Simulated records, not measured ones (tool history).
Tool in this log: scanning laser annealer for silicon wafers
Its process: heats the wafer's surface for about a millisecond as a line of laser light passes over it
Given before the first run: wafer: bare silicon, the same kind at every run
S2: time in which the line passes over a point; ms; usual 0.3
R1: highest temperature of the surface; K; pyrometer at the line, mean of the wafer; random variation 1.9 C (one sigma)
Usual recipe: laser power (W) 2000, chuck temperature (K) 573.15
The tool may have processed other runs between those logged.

Run 1, hour 0: usual settings. Result: R1 1366.15 K.
Run 2, hour 7.2: usual settings but laser power (W) 1736. Result: R1 1232.15 K.
Run 3, hour 15.2: usual settings. Result: R1 1371.15 K.
Run 4, hour 25.6: usual settings. Result: R1 1364.15 K.
Run 5, hour 34.8: usual settings. Result: R1 1364.15 K.
Run 6, hour 42.3: usual settings. Result: R1 1368.15 K.
Run 7, hour 52.4: usual settings but S2 0.356 ms. Result: R1 1442.15 K.
Run 8, hour 60.1: usual settings but S2 0.356 ms. Result: R1 1444.15 K.
Run 9, hour 73.2: usual settings but S2 0.356 ms. Result: R1 1442.15 K.
Run 10, hour 84.9: usual settings but S2 0.356 ms. Result: R1 1440.15 K.
Run 11, hour 98: usual settings but laser power (W) 1929. Result: R1 1324.15 K.
Run 12, hour 107.2: usual settings but laser power (W) 1929. Result: R1 1327.15 K.
Run 13, hour 113: usual settings but chuck temperature (K) 540.15. Result: R1 1328.15 K.
Run 14, hour 118.7: usual settings but chuck temperature (K) 540.15. Result: R1 1324.15 K.
Run 15, hour 124.7: usual settings but chuck temperature (K) 540.15. Result: R1 1326.15 K.
Run 16, hour 132.7: usual settings but S2 0.368 ms, chuck temperature (K) 540.15. Result: R1 1422.15 K.
Run 17, hour 142.3: usual settings but S2 0.368 ms, chuck temperature (K) 540.15. Result: R1 1423.15 K.
Run 18, hour 148.8: usual settings but S2 0.368 ms, chuck temperature (K) 540.15. Result: R1 1419.15 K.
Run 19, hour 156.4: usual settings but S2 0.368 ms, chuck temperature (K) 540.15. Result: R1 1421.15 K.
Run 20, hour 166.5: usual settings but laser power (W) 1929. Result: R1 1326.15 K.
Run 21, hour 179: usual settings but laser power (W) 1929. Result: R1 1325.15 K.
At hour 184.6: window over the wafer cleaned.
Run 22, hour 193: usual settings but laser power (W) 1929. Result: R1 1355.15 K.
Run 23, hour 204.3: usual settings but laser power (W) 1929. Result: R1 1355.15 K.
Run 24, hour 212.6: usual settings but laser power (W) 1704, S2 0.235 ms, chuck temperature (K) 562.15. Result: R1 1144.15 K.
Run 25, hour 225.9: usual settings but laser power (W) 2042. Result: R1 1413.15 K.
Run 26, hour 233.8: usual settings but laser power (W) 1869, chuck temperature (K) 564.15. Result: R1 1312.15 K.
Run 27, hour 240.7: usual settings but laser power (W) 1929, S2 0.217 ms, chuck temperature (K) 561.15. Result: R1 1217.15 K.
Run 28, hour 249.5: usual settings but laser power (W) 1929, S2 0.217 ms, chuck temperature (K) 561.15. Result: R1 1213.15 K.
Run 29, hour 259.5: usual settings but laser power (W) 1785, S2 0.288 ms. Result: R1 1262.15 K.
Run 30, hour 268.9: usual settings but chuck temperature (K) 557.15. Result: R1 1378.15 K.
Run 31, hour 281.1: usual settings but laser power (W) 1931, S2 0.279 ms, chuck temperature (K) 612.15. Result: R1 1360.15 K.
Run 32, hour 291.5: usual settings but laser power (W) 1889, S2 0.279 ms, chuck temperature (K) 577.15. Result: R1 1305.15 K.
Run 33, hour 304.4: usual settings but laser power (W) 2003, S2 0.253 ms. Result: R1 1315.15 K.
Run 34, hour 311.8: usual settings but laser power (W) 1907. Result: R1 1341.15 K.
Run 35, hour 324.7: usual settings but laser power (W) 2085, S2 0.366 ms, chuck temperature (K) 545.15. Result: R1 1504.15 K.
Run 36, hour 337.6: usual settings but laser power (W) 1802, S2 0.211 ms. Result: R1 1156.15 K.
Run 37, hour 345.6: usual settings but laser power (W) 1919, S2 0.267 ms, chuck temperature (K) 568.15. Result: R1 1292.15 K.
Run 38, hour 358: usual settings but laser power (W) 1873, chuck temperature (K) 608.15. Result: R1 1356.15 K.
Run 39, hour 371.4: usual settings but laser power (W) 2110, chuck temperature (K) 569.15. Result: R1 1440.15 K.
Run 40, hour 380.6: usual settings but laser power (W) 1721, S2 0.303 ms, chuck temperature (K) 603.15. Result: R1 1273.15 K.
Run 41, hour 391.8: usual settings but laser power (W) 1721, S2 0.303 ms, chuck temperature (K) 603.15. Result: R1 1275.15 K.
Run 42, hour 397.9: usual settings but laser power (W) 1826. Result: R1 1291.15 K.

A few steps of R1 between consecutive runs. Split each: what settings, incoming material and random variation would produce without the hidden state, and what is left over for the hidden state, along with gauge scatter present in only one of the two compared results (measured, and without hidden state):
Hidden conditions of the tool in this case: light that passes the window, % of a clean one's; laser's true power over the reading, %; width of the line over the set one, %; drift of the gauge itself on peak_c, C.
Run 2 -> 3: laser power (W) 1736 -> 2000. R1 +139 K: hidden state -5, all else +144.
Run 19 -> 20: laser power (W) 2000 -> 1929, S2 0.368 -> 0.3, chuck temperature (K) 540.15 -> 573.15. R1 -95 K: hidden state +6, all else -101.
Run 21 -> 22: window over the wafer cleaned. R1 +30 K: hidden state +36, all else -6.
Run 23 -> 24: laser power (W) 1929 -> 1704, S2 0.3 -> 0.235, chuck temperature (K) 573.15 -> 562.15. R1 -211 K: hidden state +0, all else -211.
Run 24 -> 25: laser power (W) 1704 -> 2042, S2 0.235 -> 0.3, chuck temperature (K) 562.15 -> 573.15. R1 +269 K: hidden state -2, all else +271.
Run 35 -> 36: laser power (W) 2085 -> 1802, S2 0.366 -> 0.211, chuck temperature (K) 545.15 -> 573.15. R1 -348 K: hidden state +3, all else -351.
